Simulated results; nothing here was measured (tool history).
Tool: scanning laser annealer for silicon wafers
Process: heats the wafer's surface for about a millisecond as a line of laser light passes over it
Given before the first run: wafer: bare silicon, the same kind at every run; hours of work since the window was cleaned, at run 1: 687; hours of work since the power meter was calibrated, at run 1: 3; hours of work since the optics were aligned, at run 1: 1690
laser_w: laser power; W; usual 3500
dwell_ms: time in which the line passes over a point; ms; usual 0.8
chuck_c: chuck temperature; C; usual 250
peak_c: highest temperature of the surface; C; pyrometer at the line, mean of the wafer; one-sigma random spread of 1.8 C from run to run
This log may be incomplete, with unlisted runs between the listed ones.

run,hour,laser_w,dwell_ms,chuck_c,hours of work since the window was cleaned,hours of work since the power meter was calibrated,hours of work since the optics were aligned,peak_c
1,0,3500,0.8,250,687,3,1690,967
2,5.6,3345,0.8,250,691,7,1694,926
3,14.1,3500,0.8,250,697,13,1700,961
4,19.4,3500,0.8,250,701,17,1704,963
5,28.6,3500,0.8,250,708,24,1711,965
6,37.7,3500,0.8,250,715,31,1718,961
7,42.6,3500,0.8,250,719,35,1722,964
8,52.2,3500,0.8,250,726,42,1729,962
9,61.1,3500,0.8,250,733,49,1736,959
10,65.4,3500,0.736,250,736,52,1739,930
11,70.2,3563,0.887,262,740,56,1743,1032
12,77,3471,0.629,241,745,61,1748,854
# hour 80.8: window over the wafer cleaned
13,87.1,3500,0.718,250,5,67,1754,919
14,93.3,3823,0.962,250,9,72,1759,1132

Branching from run 14: 4 alternative next runs. What would each branch give?
A,102.6,3261,0.701,254,16,79,1766,?
B,102.6,3299,0.642,243,16,79,1766,?
C,102.6,3636,0.962,269,16,79,1766,?
D,102.6,3712,0.617,250,16,79,1766,?

run,peak_c
A,864
B,827
C,1101
D,907
Without the tool's unlogged condition, the same runs would have read:
run,peak_c
A,864
B,827
C,1101
D,907
